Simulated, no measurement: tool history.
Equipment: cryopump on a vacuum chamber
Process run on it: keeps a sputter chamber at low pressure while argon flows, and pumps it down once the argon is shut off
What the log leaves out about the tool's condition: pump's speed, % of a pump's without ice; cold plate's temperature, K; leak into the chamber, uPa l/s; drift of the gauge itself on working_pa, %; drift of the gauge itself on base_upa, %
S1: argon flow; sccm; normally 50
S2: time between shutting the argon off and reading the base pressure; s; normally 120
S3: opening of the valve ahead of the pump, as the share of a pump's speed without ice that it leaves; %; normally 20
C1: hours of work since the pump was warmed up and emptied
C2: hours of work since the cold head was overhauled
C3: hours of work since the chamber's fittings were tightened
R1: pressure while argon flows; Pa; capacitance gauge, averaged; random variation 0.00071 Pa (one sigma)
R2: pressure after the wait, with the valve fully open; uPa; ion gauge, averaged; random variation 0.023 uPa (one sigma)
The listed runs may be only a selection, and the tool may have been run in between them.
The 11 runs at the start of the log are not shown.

run     day  S1   S2  S3    C1    C2    C3      R1    R2
 12  32.625  50   64  20   827  1919   266  0.2383  1.45
 13  36.525  46  120  20   906  1998   345    0.22  0.92
 14  39.562  46  120  20   967  2059   406  0.2211  0.96
 15  43.079  50  120  22  1038  2130   477  0.2185  0.97
 16  45.429  50  120  22  1086  2178   524  0.2206  0.95
     46.021  -- pump warmed up, emptied and cooled again
 17  47.342  50  120  22    27  2212   559  0.2098  0.94
 18  49.321  54   54  36    67  2252   599  0.1384  1.63
 19  52.217  42   35  32   125  2311   657  0.1215  2.55
 20  53.979  49  120  20   161  2346   693   0.227  0.95
 21  55.942  49  120  20   200  2386   732  0.2262  0.99
 22  58.317  50  290  20   248  2434   780  0.2321  0.61
 23  61.158  50  120  53   306  2491   838    0.09     1
 24  65.271  50   32  20   389  2574   921  0.2326  2.75
 25  68.204  50   32  20   448  2634   980  0.2337  2.74
 26  70.333  50   32  20   491  2676  1023  0.2346  2.76
 27  73.833  50   50  19   562  2747  1094  0.2475  1.98
 28  75.996  36   38  28   605  2791  1137  0.1221  2.36
 29  78.233  76  297  20   650  2836  1182  0.3573  0.69
 30  81.488  54  120  35   716  2902  1248  0.1486   1.1
 31  84.621  27  213  16   779  2965  1311  0.1588  0.83
 32  88.712  21   98  17   862  3048  1394  0.1165  1.26
 33  90.392  30   95  30   896  3081  1428  0.0975  1.36
 34  93.596  50   29  55   961  3146  1493  0.0939  3.21

4 options for the next run, each taken on its own from the tool as it stands now. Forecast them:
  A  96.567  50  223  27  1021  3206  1553   ?   ?
  B  96.567  90  232  20  1021  3206  1553   ?   ?
  C  96.567  50   29  54  1021  3206  1553   ?   ?
  D  96.567  50   73  20  1021  3206  1553   ?   ?

run      R1    R2
  A  0.1815  0.93
  B  0.4327   0.9
  C  0.0966  3.18
  D   0.241  1.63
What these runs would have given with no unlogged condition in the tool:
run      R1    R2
  A  0.1698   0.5
  B  0.4118  0.48
  C  0.0849  2.77
  D  0.2294  1.21
